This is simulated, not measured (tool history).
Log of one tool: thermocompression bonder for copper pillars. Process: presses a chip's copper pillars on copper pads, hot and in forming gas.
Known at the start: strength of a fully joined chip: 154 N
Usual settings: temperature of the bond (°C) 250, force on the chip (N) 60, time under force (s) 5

run	hour	temperature of the bond (°C)	force on the chip (N)	time under force (s)	force that shears a chip off (N)
1	0.0	250	60	5	85.8
2	6.5	250	60	5	82.7
3	13.2	250	60	5	84.4
4	17.5	250	60	5	81.8
5	26.4	250	60	5	85.0
6	33.9	250	60	5	82.4
# hour 36.7: heater calibrated with a thermocouple chip
7	44.1	250	60	5	81.1
8	52.4	250	60	5	81.2

Run 9 comes next. What will it give?
# hour 55.4: heater calibrated with a thermocouple chip, once more
9	62.8	250	60	5	?

force that shears a chip off (N): 89.4
Without the tool's hidden state the same run would have given force that shears a chip off (N) 95.1.
